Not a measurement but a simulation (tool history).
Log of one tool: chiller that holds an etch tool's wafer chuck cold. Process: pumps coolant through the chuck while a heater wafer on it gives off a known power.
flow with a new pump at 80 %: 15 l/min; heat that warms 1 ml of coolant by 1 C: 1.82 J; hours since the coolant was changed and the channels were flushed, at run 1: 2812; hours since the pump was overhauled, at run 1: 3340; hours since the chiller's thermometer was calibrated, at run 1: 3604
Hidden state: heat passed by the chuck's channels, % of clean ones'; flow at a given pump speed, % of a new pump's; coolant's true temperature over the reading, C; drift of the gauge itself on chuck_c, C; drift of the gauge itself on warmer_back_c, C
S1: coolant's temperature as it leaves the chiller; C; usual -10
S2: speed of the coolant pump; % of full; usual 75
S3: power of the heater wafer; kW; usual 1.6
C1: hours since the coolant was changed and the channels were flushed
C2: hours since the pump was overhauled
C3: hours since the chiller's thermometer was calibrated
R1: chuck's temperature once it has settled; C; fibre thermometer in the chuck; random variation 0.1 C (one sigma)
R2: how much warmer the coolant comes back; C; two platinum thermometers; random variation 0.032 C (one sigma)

run	hour	S1	S2	S3	C1	C2	C3	R1	R2
1	0	-10	75	1.6	2812	3340	3604	5.9	4
2	120.5	-10	75	1.6	2932	3461	3725	6	3.98
3	314.4	-10	75	1.6	3126	3655	3919	6	3.97
# hour 390.6: chiller's thermometer calibrated
4	498.6	-10	75	1.6	3309	3838	108	6.5	4.04
5	682.7	-10	75	1.6	3493	4022	292	6.7	4.04
6	871.4	-10	75	1.6	3682	4210	481	6.7	4.07
7	957.4	-10	94	1.6	3768	4297	567	4.3	3.16
8	1040.8	-10	94	1.6	3851	4380	650	4.2	3.13
9	1139.6	-10	94	1.6	3950	4479	749	4.5	3.2
10	1231.9	-10	93	1.6	4042	4571	841	4.7	3.27
11	1429.9	-10	75	1.6	4240	4769	1039	7.1	4.09
12	1540.5	-10	75	1.6	4351	4880	1150	7	4.07
13	1679.8	-10	75	1.054	4490	5019	1289	1.2	2.71
14	1846.4	-10	75	1.054	4657	5186	1456	1.4	2.71
15	2021.9	-10	75	1.054	4832	5361	1631	1.5	2.75
16	2213.3	-10	75	1.054	5024	5552	1823	1.3	2.73
17	2354.3	-4	66	1.438	5165	5693	1964	13.2	4.26
18	2440.7	-3	75	1.766	5251	5780	2050	16.5	4.61
19	2572.7	-6	66	1.766	5383	5912	2182	15.4	5.25
20	2687.9	-6	66	1.766	5498	6027	2297	15.6	5.26
21	2850.3	-10	75	1.129	5661	6189	2460	2.6	3.02
22	2966.7	-11	75	1.6	5777	6306	2576	7.1	4.21
23	3153.4	-11	75	1.6	5964	6492	2763	7.1	4.17
24	3332.6	-10	75	1.59	6143	6672	2942	7.9	4.14
25	3495.1	-10	75	1.59	6306	6834	3105	8.1	4.27
26	3642.8	0	75	0.99	6453	6982	3252	11.2	2.69
27	3759.8	-4	82	1.877	6570	7099	3369	16.4	4.53
28	3944.5	-14	97	1.6	6755	7284	3554	1.5	3.2
29	4116	-14	91	1.252	6926	7455	3725	-1.2	2.74
30	4272.7	-1	85	1.493	7083	7612	3882	14.9	3.49
# hour 4381.1: chiller's thermometer calibrated
31	4422.6	-13	94	1.164	7232	7761	41	-0.9	2.47

Forecast each of these 4 alternatives for the next run:
A	4557.4	-10	61	1.6	7367	7896	176	?	?
B	4557.4	-8	94	1.164	7367	7896	176	?	?
C	4557.4	-12	63	1.138	7367	7896	176	?	?
D	4557.4	-18	94	1.164	7367	7896	176	?	?

run	R1	R2
A	12.5	5.42
B	4	2.45
C	3.5	3.72
D	-5.9	2.46
Without the tool's hidden state the same runs would have given:
run	R1	R2
A	6.9	4.73
B	0.9	2.13
C	-0.4	3.24
D	-8.9	2.14
